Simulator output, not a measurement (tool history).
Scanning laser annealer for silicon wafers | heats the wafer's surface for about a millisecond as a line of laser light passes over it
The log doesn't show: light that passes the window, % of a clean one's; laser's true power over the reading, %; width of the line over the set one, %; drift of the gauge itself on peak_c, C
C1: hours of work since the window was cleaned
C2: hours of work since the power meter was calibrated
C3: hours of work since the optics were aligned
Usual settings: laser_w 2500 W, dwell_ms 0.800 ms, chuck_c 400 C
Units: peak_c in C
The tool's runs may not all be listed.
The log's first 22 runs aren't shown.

At hour 609.9: optics aligned, line set to its width, once more.
Run 23, hour 629.4: usual settings but laser_w 2541 W, dwell_ms 0.603 ms, chuck_c 408 C; C1 195; C2 1057; C3 11. Result: peak_c 1080 C.
Run 24, hour 661.0: usual settings but laser_w 2541 W, dwell_ms 0.603 ms, chuck_c 408 C; C1 213; C2 1075; C3 29. Result: peak_c 1075 C.
Run 25, hour 687.5: usual settings but laser_w 2552 W, dwell_ms 0.936 ms, chuck_c 363 C; C1 227; C2 1090; C3 43. Result: peak_c 1203 C.
Run 26, hour 712.7: usual settings but laser_w 2384 W, dwell_ms 0.815 ms, chuck_c 364 C; C1 242; C2 1104; C3 57. Result: peak_c 1081 C.
Run 27, hour 741.0: usual settings but laser_w 2329 W, dwell_ms 0.585 ms, chuck_c 420 C; C1 257; C2 1120; C3 73. Result: peak_c 1005 C.
Run 28, hour 777.7: usual settings but chuck_c 416 C; C1 278; C2 1140; C3 94. Result: peak_c 1168 C.
Run 29, hour 810.3: usual settings but laser_w 2510 W, chuck_c 385 C; C1 296; C2 1158; C3 112. Result: peak_c 1137 C.
Run 30, hour 840.5: usual settings but laser_w 2510 W, chuck_c 385 C; C1 313; C2 1175; C3 129. Result: peak_c 1140 C.
Run 31, hour 861.1: usual settings but chuck_c 363 C; C1 324; C2 1187; C3 140. Result: peak_c 1109 C.
Run 32, hour 885.3: usual settings but laser_w 2306 W; C1 338; C2 1200; C3 154. Result: peak_c 1076 C.
At hour 908.1: window over the wafer cleaned.
Run 33, hour 923.9: usual settings but dwell_ms 0.647 ms, chuck_c 437 C; C1 9; C2 1221; C3 174. Result: peak_c 1127 C.
Run 34, hour 942.0: usual settings but dwell_ms 0.573 ms; C1 19; C2 1231; C3 184. Result: peak_c 1049 C.
Run 35, hour 972.3: usual settings but dwell_ms 0.573 ms; C1 36; C2 1248; C3 201. Result: peak_c 1047 C.

5 ways to go on from here, each from the tool as it stands after run 35. What would each give?
Run A, hour 1005.7: usual settings but dwell_ms 0.847 ms, chuck_c 386 C; C1 54; C2 1266; C3 220. Result: peak_c ?.
Run B, hour 1005.7: usual settings but laser_w 2622 W, dwell_ms 0.637 ms, chuck_c 389 C; C1 54; C2 1266; C3 220. Result: peak_c ?.
Run C, hour 1005.7: usual settings but dwell_ms 0.872 ms, chuck_c 424 C; C1 54; C2 1266; C3 220. Result: peak_c ?.
Run D, hour 1005.7: usual settings but laser_w 2711 W, dwell_ms 0.573 ms; C1 54; C2 1266; C3 220. Result: peak_c ?.
Run E, hour 1005.7: usual settings but dwell_ms 0.607 ms, chuck_c 382 C; C1 54; C2 1266; C3 220. Result: peak_c ?.

run  peak_c
  A    1175
  B    1113
  C    1224
  D    1115
  E    1046
Without the tool's hidden state the same runs would have given:
run  peak_c
  A    1187
  B    1124
  C    1236
  D    1125
  E    1056
